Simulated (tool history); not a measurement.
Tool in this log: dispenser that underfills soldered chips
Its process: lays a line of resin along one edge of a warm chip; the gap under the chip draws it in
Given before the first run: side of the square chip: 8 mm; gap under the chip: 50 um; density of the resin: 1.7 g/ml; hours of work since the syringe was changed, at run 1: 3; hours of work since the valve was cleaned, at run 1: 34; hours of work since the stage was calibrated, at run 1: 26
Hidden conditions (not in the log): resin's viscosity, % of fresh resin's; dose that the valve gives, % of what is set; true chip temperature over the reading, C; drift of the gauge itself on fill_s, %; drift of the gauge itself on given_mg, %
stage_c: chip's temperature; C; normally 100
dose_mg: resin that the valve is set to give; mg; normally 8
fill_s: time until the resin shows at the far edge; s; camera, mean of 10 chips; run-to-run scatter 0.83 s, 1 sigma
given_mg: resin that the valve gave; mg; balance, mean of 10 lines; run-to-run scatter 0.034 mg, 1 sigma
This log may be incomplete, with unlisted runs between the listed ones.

run  hour  stage_c  dose_mg  hours of work since the syringe was changed  hours of work since the valve was cleaned  hours of work since the stage was calibrated  fill_s  given_mg
  1     0      100        8                                            3                                         34                                            26    87.5      7.86
  2   4.6      100        8                                            5                                         37                                            28   103.9      7.93
  3   9.5      100     6.81                                            8                                         40                                            31   122.5      6.73
     12.7  -- new syringe of resin
  4  12.7      100        8                                            0                                         42                                            33      78      7.83
  5  18.4      110        8                                            4                                         45                                            37    73.7      7.85
  6  23.9       94        8                                            7                                         49                                            40     132      7.84
     29.2  -- new syringe of resin
  7  30.6      103     7.12                                            1                                         53                                            44    76.9      6.99
  8    36      103     7.12                                            4                                         56                                            48      92      7.06
  9  39.5      103     7.12                                            6                                         58                                            50   101.1      6.98
     45.7  -- new syringe of resin
 10  46.3       97     6.93                                            0                                         62                                            54    89.3      6.79
 11    52       88     8.03                                            4                                         66                                            58   129.4      7.84

Here are 4 independent what-if runs from the current tool condition. What would each one return?
  A  58.3       95     7.76                                            8                                         70                                            61       ?         ?
  B  58.3       99        8                                            8                                         70                                            61       ?         ?
  C  58.3      101     6.89                                            8                                         70                                            61       ?         ?
  D  58.3      100     9.83                                            8                                         70                                            61       ?         ?

run  fill_s  given_mg
  A   132.2      7.61
  B   120.9      7.86
  C   118.6       6.7
  D   113.8      9.55
Without the tool's hidden state the same runs would have given:
run  fill_s  given_mg
  A    88.8      7.79
  B    81.2      8.05
  C    79.3      6.86
  D    76.9      9.78
